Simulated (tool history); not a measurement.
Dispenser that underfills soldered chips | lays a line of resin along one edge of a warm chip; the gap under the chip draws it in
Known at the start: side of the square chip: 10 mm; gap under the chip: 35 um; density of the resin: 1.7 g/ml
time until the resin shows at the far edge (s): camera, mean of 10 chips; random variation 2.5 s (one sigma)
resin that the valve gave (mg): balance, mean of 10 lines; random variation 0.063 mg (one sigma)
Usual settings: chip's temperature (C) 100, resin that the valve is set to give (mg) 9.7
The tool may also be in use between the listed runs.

| run | day | chip's temperature (C) | resin that the valve is set to give (mg) | time until the resin shows at the far edge (s) | resin that the valve gave (mg) |
|---|---|---|---|---|---|
| 1 | 0 | 100 | 9.7 | 298 | 9.16 |
|  | 0.242 | new syringe of resin |
| 2 | 0.412 | 100 | 9.7 | 302.8 | 9.14 |
|  | 0.633 | new syringe of resin |
| 3 | 0.646 | 100 | 9.7 | 261.7 | 9.17 |
| 4 | 0.825 | 100 | 9.7 | 321.1 | 9.21 |
|  | 1.017 | new syringe of resin |
| 5 | 1.154 | 100 | 9.7 | 291 | 9.21 |
| 6 | 1.317 | 100 | 9.7 | 358 | 9.15 |
|  | 1.388 | new syringe of resin |
| 7 | 1.683 | 100 | 9.7 | 360 | 9.05 |
|  | 1.767 | new syringe of resin |
| 8 | 1.954 | 100 | 8.8 | 316.2 | 8.09 |
|  | 2.154 | new syringe of resin |
| 9 | 2.262 | 102 | 9.7 | 270 | 8.91 |
| 10 | 2.492 | 102 | 9.7 | 354.8 | 9.03 |
|  | 2.525 | new syringe of resin |
| 11 | 2.846 | 100 | 12.43 | 360.7 | 11.42 |
|  | 2.912 | new syringe of resin |
| 12 | 3.133 | 100 | 12.43 | 325.9 | 11.42 |
|  | 3.288 | new syringe of resin |
| 13 | 3.421 | 95 | 11.98 | 340.2 | 10.89 |
| 14 | 3.608 | 95 | 11.98 | 428.3 | 10.82 |
|  | 3.675 | new syringe of resin |
| 15 | 3.85 | 95 | 11.98 | 360.5 | 10.76 |
|  | 4.062 | new syringe of resin |
| 16 | 4.175 | 112 | 9.9 | 194.6 | 8.83 |
|  | 4.45 | new syringe of resin |
| 17 | 4.458 | 97 | 12.18 | 278.9 | 10.94 |
| 18 | 4.804 | 96 | 11.36 | 427 | 10.14 |
|  | 4.85 | new syringe of resin |
| 19 | 5.079 | 96 | 12.56 | 375 | 11.16 |
|  | 5.233 | new syringe of resin |
| 20 | 5.258 | 114 | 11.43 | 165.8 | 10.06 |
| 21 | 5.467 | 112 | 9.88 | 219.1 | 8.82 |

3 ways to go on from here, each from the tool as it stands after run 21. What would each give?
|  | 5.617 | new syringe of resin |
| A | 5.642 | 112 | 10.36 | ? | ? |
|  | 5.617 | new syringe of resin |
| B | 5.642 | 100 | 10.35 | ? | ? |
|  | 5.617 | new syringe of resin |
| C | 5.642 | 112 | 9.04 | ? | ? |

| run | time until the resin shows at the far edge (s) | resin that the valve gave (mg) |
|---|---|---|
| A | 176.5 | 9.05 |
| B | 257.5 | 9.09 |
| C | 181.2 | 7.98 |
Without the tool's hidden state the same runs would have given:
| run | time until the resin shows at the far edge (s) | resin that the valve gave (mg) |
|---|---|---|
| A | 169.6 | 10.28 |
| B | 247.5 | 10.33 |
| C | 171.9 | 9.06 |
